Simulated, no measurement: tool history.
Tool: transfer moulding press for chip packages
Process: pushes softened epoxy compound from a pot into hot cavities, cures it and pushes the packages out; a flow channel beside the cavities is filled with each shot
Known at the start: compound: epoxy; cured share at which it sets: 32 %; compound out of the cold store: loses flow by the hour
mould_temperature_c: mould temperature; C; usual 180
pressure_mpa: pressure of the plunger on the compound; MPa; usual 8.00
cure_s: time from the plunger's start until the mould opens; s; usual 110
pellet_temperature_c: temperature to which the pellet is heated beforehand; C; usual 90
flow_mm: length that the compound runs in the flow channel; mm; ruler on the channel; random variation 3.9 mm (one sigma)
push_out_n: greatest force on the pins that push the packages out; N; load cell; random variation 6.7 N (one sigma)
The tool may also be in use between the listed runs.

run	hour	mould_temperature_c	pressure_mpa	cure_s	pellet_temperature_c	incoming compound's hours out of the cold store	flow_mm	push_out_n
1	0.0	180	8.00	110	90	42.5	796	255
2	90.5	180	9.65	110	90	41.0	862	356
# hour 113.4: cavities cleaned with cleaning compound and waxed
3	157.7	180	9.65	110	90	23.0	915	324
# hour 168.9: mould's thermocouples calibrated
# hour 231.3: cavities cleaned with cleaning compound and waxed
4	254.3	180	9.65	110	90	17.5	933	320
5	305.8	180	8.00	110	90	38.2	786	380
# hour 318.2: plunger's sealing rings changed
# hour 350.5: cavities cleaned with cleaning compound and waxed
6	355.5	180	8.00	110	90	35.6	812	268
7	402.6	180	7.83	110	90	12.4	868	350
# hour 468.2: cavities cleaned with cleaning compound and waxed
8	488.5	180	7.88	110	90	26.7	819	304
9	575.2	180	8.00	110	90	17.9	842	412
# hour 584.7: cavities cleaned with cleaning compound and waxed
# hour 638.5: plunger's sealing rings changed
10	675.2	180	8.00	110	90	37.9	802	376
# hour 702.8: cavities cleaned with cleaning compound and waxed
11	726.6	180	8.00	110	90	18.5	855	312
12	810.8	180	8.00	110	90	42.7	779	371
# hour 818.0: cavities cleaned with cleaning compound and waxed
13	871.5	180	8.13	110	90	13.5	860	344
# hour 936.8: cavities cleaned with cleaning compound and waxed
14	944.4	174	6.66	110	90	24.9	761	422
# hour 965.0: plunger's sealing rings changed
15	1034.9	174	6.66	109	85	36.8	750	584
# hour 1061.2: cavities cleaned with cleaning compound and waxed
16	1077.2	174	6.66	109	85	20.9	795	459
17	1158.5	174	6.66	109	85	12.8	801	618
# hour 1180.4: cavities cleaned with cleaning compound and waxed
18	1211.8	182	8.00	102	90	8.5	865	339
19	1276.0	182	9.86	97	90	38.9	864	427
# hour 1285.0: plunger's sealing rings changed
# hour 1301.5: cavities cleaned with cleaning compound and waxed
# hour 1344.0: mould's thermocouples calibrated
20	1363.7	177	8.00	110	90	27.7	834	425
# hour 1422.1: cavities cleaned with cleaning compound and waxed
21	1438.9	180	7.82	96	85	44.9	768	422
22	1530.5	182	9.11	117	94	33.6	851	337

5 ways to go on from here, each from the tool as it stands after run 22. What would each give?
# hour 1536.9: cavities cleaned with cleaning compound and waxed
# hour 1607.1: plunger's sealing rings changed
A	1631.6	177	9.11	134	94	41.5	?	?
# hour 1536.9: cavities cleaned with cleaning compound and waxed
# hour 1607.1: plunger's sealing rings changed
B	1631.6	180	9.13	110	90	20.9	?	?
# hour 1536.9: cavities cleaned with cleaning compound and waxed
# hour 1607.1: plunger's sealing rings changed
C	1631.6	182	8.10	117	99	27.8	?	?
# hour 1536.9: cavities cleaned with cleaning compound and waxed
# hour 1607.1: plunger's sealing rings changed
D	1631.6	180	6.51	110	90	16.4	?	?
# hour 1536.9: cavities cleaned with cleaning compound and waxed
# hour 1607.1: plunger's sealing rings changed
E	1631.6	180	6.47	117	88	37.2	?	?

run	flow_mm	push_out_n
A	855	325
B	904	394
C	832	332
D	783	367
E	726	354
Without the tool's hidden state the same runs would have given:
run	flow_mm	push_out_n
A	860	220
B	910	267
C	837	227
D	788	247
E	731	241

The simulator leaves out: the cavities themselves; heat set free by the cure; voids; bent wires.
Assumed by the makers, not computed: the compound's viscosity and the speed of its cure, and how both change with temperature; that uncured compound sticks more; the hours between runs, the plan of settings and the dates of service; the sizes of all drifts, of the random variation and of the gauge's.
